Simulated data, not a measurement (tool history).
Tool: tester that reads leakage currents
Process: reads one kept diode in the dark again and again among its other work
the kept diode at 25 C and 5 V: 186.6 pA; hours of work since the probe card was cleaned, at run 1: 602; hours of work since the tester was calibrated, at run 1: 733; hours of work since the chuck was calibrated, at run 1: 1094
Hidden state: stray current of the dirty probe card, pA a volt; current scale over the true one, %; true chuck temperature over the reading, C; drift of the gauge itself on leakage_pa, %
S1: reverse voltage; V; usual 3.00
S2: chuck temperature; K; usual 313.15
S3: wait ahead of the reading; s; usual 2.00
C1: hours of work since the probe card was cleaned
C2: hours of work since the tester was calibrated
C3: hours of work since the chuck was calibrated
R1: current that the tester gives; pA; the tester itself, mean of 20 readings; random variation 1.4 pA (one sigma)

run,hour,S1,S2,S3,C1,C2,C3,R1
1,0.0,3.00,313.15,2.00,602,733,1094,388.81
2,40.8,3.00,313.15,0.66,629,760,1122,389.49
3,65.8,3.00,317.15,2.00,646,777,1139,525.07
4,101.9,3.00,317.15,2.00,670,801,1163,522.59
5,126.4,3.00,317.15,2.00,687,818,1180,520.18
6,169.7,3.00,313.15,2.00,716,847,1209,383.68
7,198.4,3.00,313.15,2.00,735,867,1228,380.61
8,243.4,3.00,313.15,2.00,766,897,1258,379.89
9,291.3,3.00,313.15,2.00,798,929,1291,377.33
# hour 299.4: chuck's temperature calibrated
10,323.9,3.00,313.15,2.00,819,950,17,335.67
11,351.6,3.00,313.15,2.00,837,969,35,334.73
12,389.7,3.00,309.15,2.00,863,994,61,243.72
13,433.1,3.00,309.15,2.00,892,1024,90,242.84
14,482.5,3.00,309.15,2.00,926,1057,124,242.65
15,539.6,3.00,313.15,0.38,964,1095,162,330.02
16,574.7,2.30,313.15,2.00,988,1119,186,280.91
17,614.7,2.30,313.15,2.00,1015,1146,213,277.83
# hour 643.6: chuck's temperature calibrated, once more
18,655.0,2.30,313.15,2.00,1041,1172,8,386.68
19,710.9,2.30,313.15,2.00,1078,1210,45,387.00
20,743.3,2.30,313.15,2.00,1100,1231,67,386.53
21,775.1,8.72,313.15,0.57,1122,1253,89,851.57
22,805.2,8.72,313.15,0.57,1142,1273,109,849.43
23,837.3,1.19,313.15,2.17,1164,1295,131,258.86
24,880.6,7.01,321.15,0.38,1193,1324,160,1333.95
25,914.5,7.01,321.15,0.38,1216,1347,183,1326.78
26,957.2,2.02,305.15,4.56,1245,1376,212,187.62
27,1006.6,17.86,317.15,2.00,1278,1409,245,1714.21
28,1040.5,17.86,317.15,2.00,1301,1432,268,1709.82
29,1087.9,17.86,317.15,2.00,1333,1464,300,1702.48
30,1134.0,17.86,317.15,2.00,1364,1495,331,1696.93

Run 31 comes next. What will it give?
31,1166.1,17.86,317.15,2.00,1386,1517,352,?

{"run 31": {"R1": 1691.5}}
Without the tool's hidden state the same run would have given R1 1769.58 pA.
